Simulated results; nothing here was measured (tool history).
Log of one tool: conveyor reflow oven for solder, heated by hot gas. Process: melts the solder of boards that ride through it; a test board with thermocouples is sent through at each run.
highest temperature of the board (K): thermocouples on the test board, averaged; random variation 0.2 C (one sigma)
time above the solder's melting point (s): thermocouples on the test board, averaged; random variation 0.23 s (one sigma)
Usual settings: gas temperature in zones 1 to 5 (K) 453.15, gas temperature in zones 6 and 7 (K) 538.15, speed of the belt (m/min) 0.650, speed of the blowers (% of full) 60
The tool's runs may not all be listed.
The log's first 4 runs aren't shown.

| run | day | gas temperature in zones 1 to 5 (K) | gas temperature in zones 6 and 7 (K) | speed of the belt (m/min) | speed of the blowers (% of full) | highest temperature of the board (K) | time above the solder's melting point (s) |
|---|---|---|---|---|---|---|---|
| 5 | 1.029 | 453.15 | 546.15 | 0.650 | 60 | 525.05 | 55.6 |
| 6 | 1.312 | 453.15 | 538.15 | 0.650 | 60 | 518.65 | 50.7 |
| 7 | 1.588 | 453.15 | 538.15 | 0.650 | 60 | 518.85 | 50.9 |
| 8 | 1.779 | 453.15 | 538.15 | 0.650 | 60 | 518.35 | 50.5 |
| 9 | 2.067 | 453.15 | 538.15 | 0.650 | 60 | 518.55 | 50.7 |
| 10 | 2.304 | 453.15 | 538.15 | 0.650 | 60 | 518.55 | 50.2 |
| 11 | 2.558 | 453.15 | 538.15 | 0.650 | 60 | 518.75 | 50.7 |
| 12 | 2.812 | 440.15 | 538.15 | 0.650 | 60 | 515.55 | 43.2 |
| 13 | 3.071 | 440.15 | 538.15 | 0.650 | 62 | 516.25 | 44.2 |
| 14 | 3.225 | 440.15 | 538.15 | 0.650 | 63 | 516.25 | 44.4 |
| 15 | 3.512 | 440.15 | 538.15 | 0.650 | 63 | 516.85 | 44.1 |
| 16 | 3.850 | 440.15 | 538.15 | 0.650 | 63 | 516.75 | 44.3 |
| 17 | 4.188 | 446.15 | 549.15 | 0.570 | 72 | 534.65 | 68.9 |
| 18 | 4.529 | 446.15 | 549.15 | 0.570 | 74 | 535.15 | 69.7 |

Run 19 comes next. What will it give?
| 19 | 4.871 | 448.15 | 536.15 | 0.625 | 90 | ? | ? |

{"run 19": {"highest temperature of the board (K)": 524.35, "time above the solder's melting point (s)": 57.9}}
Without the tool's hidden state the same run would have given highest temperature of the board (K) 525.15, time above the solder's melting point (s) 58.9.

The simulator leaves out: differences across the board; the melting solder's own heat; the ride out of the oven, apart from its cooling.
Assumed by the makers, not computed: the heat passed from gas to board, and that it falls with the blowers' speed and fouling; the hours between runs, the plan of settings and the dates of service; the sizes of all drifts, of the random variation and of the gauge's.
